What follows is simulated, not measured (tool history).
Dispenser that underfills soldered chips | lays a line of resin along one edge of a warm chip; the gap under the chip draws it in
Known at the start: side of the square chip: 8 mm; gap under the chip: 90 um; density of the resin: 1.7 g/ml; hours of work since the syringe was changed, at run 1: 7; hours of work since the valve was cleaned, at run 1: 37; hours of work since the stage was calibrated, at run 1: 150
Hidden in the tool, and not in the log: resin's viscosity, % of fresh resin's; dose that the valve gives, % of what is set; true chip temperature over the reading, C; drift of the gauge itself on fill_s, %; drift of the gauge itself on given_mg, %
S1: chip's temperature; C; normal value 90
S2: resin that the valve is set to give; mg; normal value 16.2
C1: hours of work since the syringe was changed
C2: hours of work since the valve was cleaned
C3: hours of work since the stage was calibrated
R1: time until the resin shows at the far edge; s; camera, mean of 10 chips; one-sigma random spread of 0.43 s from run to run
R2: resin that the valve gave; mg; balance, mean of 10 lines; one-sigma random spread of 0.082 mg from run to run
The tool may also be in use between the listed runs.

run   hour   S1    S2  C1   C2   C3    R1     R2
  1      0   90  16.2   7   37  150  47.1  15.72
       4.4  -- new syringe of resin
  2    5.8   90  16.2   1   41  153  32.8  15.56
  3     11   90  16.2   4   44  157    39  15.56
  4   18.5   90  16.2   8   48  161  51.1  15.46
      20.4  -- new syringe of resin
  5   26.5   90  16.8   4   53  166  38.8  15.91
  6   30.6   90  16.8   6   55  168  44.9  15.99
      36.3  -- new syringe of resin
  7   39.7   90  16.8   2   61  174  34.7  15.84
  8   45.5   90  16.2   6   64  177  44.1  15.24
  9   50.2   76  16.2   8   67  180  84.7  15.14
      52.6  -- new syringe of resin
 10   57.6   76  16.2   3   71  184  60.9   15.1
 11   63.4   76  16.2   6   75  188  74.2  15.09
      68.8  -- new syringe of resin
 12   69.4   86  16.2   0   78  191  35.8  14.89
 13   73.9   86  16.2   3   81  194  41.6   14.9
 14   83.4   86  16.2   9   87  200  61.1  15.12
      84.8  -- new syringe of resin
 15   92.2   90  16.2   4   92  205  40.6  14.91
     100.9  -- new syringe of resin
 16  101.6   89  16.2   0   97  210  32.1  14.81
 17    109   90  16.2   5  102  215  40.8  14.62
 18  114.1   90  16.2   8  105  218  50.4  14.65
       117  -- new syringe of resin
 19  121.9   90  16.2   3  109  222  37.2  14.52
     131.6  -- dispensing valve cleaned and set on the balance
 20  132.9   97  14.4   9    1  228  43.4  14.36
     134.2  -- new syringe of resin
 21    139   97  14.6   3    4  232  29.2  14.61
 22  147.7   97  14.6   8    9  237  39.9  14.52
     150.5  -- new syringe of resin
 23  157.6   97  14.6   4   15  243    33  14.31
     166.9  -- new syringe of resin
 24  167.5  104  18.1   0   21  249  19.1   17.7
 25  174.3  104  19.2   4   25  253  25.8  18.77
 26  179.9  104  19.2   8   29  256  30.6  18.89
     182.9  -- new syringe of resin
 27  189.3  104  19.2   4   34  262  25.3  18.62
     198.6  -- new syringe of resin
 28  199.6  104  19.2   1   40  268  20.2  18.37
 29  207.3  104  19.2   5   45  272  26.9  18.36
     214.6  -- new syringe of resin
 30  217.2   80  15.8   2   51  278  45.6  15.06
 31  224.5   80  15.8   6   55  282  61.6  15.09
     230.4  -- new syringe of resin
 32  232.9   80  15.8   2   60  287  46.8  15.09
 33  240.4   90  17.1   6   64  292  42.8  16.04
     246.9  -- new syringe of resin
 34    250   90  17.6   2   70  298  32.6  16.46
 35  254.5   99    21   5   73  300  29.8  19.62
     262.7  -- new syringe of resin
 36  264.8   96  14.6   1   79  306  28.4  13.48

Each row is a separate what-if for the run after 36, all from the same tool condition, not one after another. Results?
  A  271.4   90  14.8   5  83  310   ?   ?
  B  271.4  103  20.9   5  83  310   ?   ?
  C  271.4  102  16.8   5  83  310   ?   ?

run    R1     R2
  A  43.1  13.82
  B  28.1  19.38
  C  28.6  15.43
Take away the tool's hidden state, keep each run's random variation, and the runs would have read:
run    R1     R2
  A  31.2  14.92
  B  20.5  20.93
  C  20.7  16.67
